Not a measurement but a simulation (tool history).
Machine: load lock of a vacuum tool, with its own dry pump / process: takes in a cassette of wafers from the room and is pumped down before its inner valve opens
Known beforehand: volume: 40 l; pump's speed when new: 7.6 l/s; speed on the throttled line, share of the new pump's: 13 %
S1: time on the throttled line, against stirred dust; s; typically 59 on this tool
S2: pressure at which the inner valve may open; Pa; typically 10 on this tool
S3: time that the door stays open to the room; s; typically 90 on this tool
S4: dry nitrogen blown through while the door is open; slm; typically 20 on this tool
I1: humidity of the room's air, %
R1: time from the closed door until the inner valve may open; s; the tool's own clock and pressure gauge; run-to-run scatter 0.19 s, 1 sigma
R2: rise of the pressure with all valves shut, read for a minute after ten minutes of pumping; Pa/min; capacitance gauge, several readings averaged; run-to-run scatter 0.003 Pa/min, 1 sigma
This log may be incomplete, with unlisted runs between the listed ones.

Run 1, hour 0: usual settings; I1 46.8. Result: R1 99.5 s, R2 0.066 Pa/min.
Run 2, hour 61.4: usual settings; I1 40.9. Result: R1 99.4 s, R2 0.073 Pa/min.
Run 3, hour 118.1: usual settings; I1 48.3. Result: R1 99.6 s, R2 0.076 Pa/min.
Run 4, hour 164.9: usual settings; I1 42.3. Result: R1 99.1 s, R2 0.078 Pa/min.
Run 5, hour 210.5: usual settings; I1 40.9. Result: R1 99.7 s, R2 0.072 Pa/min.
Run 6, hour 282.6: usual settings; I1 47. Result: R1 99.6 s, R2 0.076 Pa/min.
Run 7, hour 346.8: usual settings but S2 9 Pa; I1 43.7. Result: R1 100.3 s, R2 0.083 Pa/min.
Run 8, hour 415.3: usual settings but S4 35 slm; I1 48.3. Result: R1 99.3 s, R2 0.079 Pa/min.
Run 9, hour 466.9: usual settings but S4 35 slm; I1 44.2. Result: R1 99.6 s, R2 0.071 Pa/min.
Run 10, hour 534.7: usual settings but S4 35 slm; I1 46.2. Result: R1 99.7 s, R2 0.079 Pa/min.
Run 11, hour 592: usual settings but S4 35 slm; I1 39.4. Result: R1 99.8 s, R2 0.077 Pa/min.
Run 12, hour 659.7: usual settings; I1 44.2. Result: R1 99.8 s, R2 0.091 Pa/min.
Run 13, hour 699.9: usual settings; I1 42. Result: R1 99.3 s, R2 0.088 Pa/min.
Run 14, hour 788.6: usual settings; I1 44.8. Result: R1 99.7 s, R2 0.095 Pa/min.
Run 15, hour 850.5: usual settings; I1 44.4. Result: R1 99.7 s, R2 0.089 Pa/min.
Run 16, hour 938.3: usual settings but S1 96 s; I1 48.5. Result: R1 132.1 s, R2 0.1 Pa/min.
Run 17, hour 977.7: usual settings; I1 45.2. Result: R1 99.6 s, R2 0.101 Pa/min.

For run 18, what comes out?
Run 18, hour 1027.9: usual settings; I1 47.9. Result: R1 ?, R2 ?.

R1: 99.7 s
R2: 0.106 Pa/min
Had the tool carried no hidden state, the very same run would have given R1 100.4 s, R2 0.027 Pa/min.
